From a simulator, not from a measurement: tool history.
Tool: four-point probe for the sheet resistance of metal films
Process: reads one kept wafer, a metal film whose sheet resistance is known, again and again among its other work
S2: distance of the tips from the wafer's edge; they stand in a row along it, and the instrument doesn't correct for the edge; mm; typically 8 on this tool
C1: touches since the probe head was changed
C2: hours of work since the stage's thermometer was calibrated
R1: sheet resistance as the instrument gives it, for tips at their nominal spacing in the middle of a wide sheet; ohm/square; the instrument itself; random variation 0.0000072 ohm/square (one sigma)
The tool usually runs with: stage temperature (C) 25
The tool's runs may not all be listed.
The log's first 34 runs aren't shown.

{"run": 35, "day": 58.229, "stage temperature (C)": 25, "S2": 32, "C1": 116474, "C2": 1253, "R1": 0.03583}
{"run": 36, "day": 60.038, "stage temperature (C)": 18, "S2": 5, "C1": 118580, "C2": 1281, "R1": 0.036643}
{"run": 37, "day": 61.7, "stage temperature (C)": 18, "S2": 5, "C1": 120512, "C2": 1306, "R1": 0.036643}
{"run": 38, "day": 63.221, "stage temperature (C)": 23, "S2": 30, "C1": 122283, "C2": 1329, "R1": 0.035845}
{"run": 39, "day": 64.25, "stage temperature (C)": 26, "S2": 8, "C1": 123484, "C2": 1345, "R1": 0.036098}
{"run": 40, "day": 66.633, "stage temperature (C)": 31, "S2": 11, "C1": 126258, "C2": 1382, "R1": 0.035914}
{"run": 41, "day": 68.862, "stage temperature (C)": 22, "S2": 41, "C1": 128852, "C2": 1416, "R1": 0.035828}
{"run": 42, "day": 70.888, "stage temperature (C)": 19, "S2": 33, "C1": 131207, "C2": 1447, "R1": 0.035885}
{"run": 43, "day": 72.142, "stage temperature (C)": 22, "S2": 54, "C1": 132666, "C2": 1466, "R1": 0.035837}
{"run": 44, "day": 74.05, "stage temperature (C)": 22, "S2": 54, "C1": 134890, "C2": 1495, "R1": 0.03585}

Forecast each of these 3 alternatives for the next run:
{"run": "A", "day": 75.704, "stage temperature (C)": 21, "S2": 8, "C1": 136814, "C2": 1520, "R1": "?"}
{"run": "B", "day": 75.704, "stage temperature (C)": 25, "S2": 61, "C1": 136814, "C2": 1520, "R1": "?"}
{"run": "C", "day": 75.704, "stage temperature (C)": 19, "S2": 58, "C1": 136814, "C2": 1520, "R1": "?"}

run=A R1=0.036144
run=B R1=0.035804
run=C R1=0.035864
The same runs, with their run-to-run variation unchanged, on a tool lacking any hidden condition would have given:
run=A R1=0.036119
run=B R1=0.035780
run=C R1=0.035839

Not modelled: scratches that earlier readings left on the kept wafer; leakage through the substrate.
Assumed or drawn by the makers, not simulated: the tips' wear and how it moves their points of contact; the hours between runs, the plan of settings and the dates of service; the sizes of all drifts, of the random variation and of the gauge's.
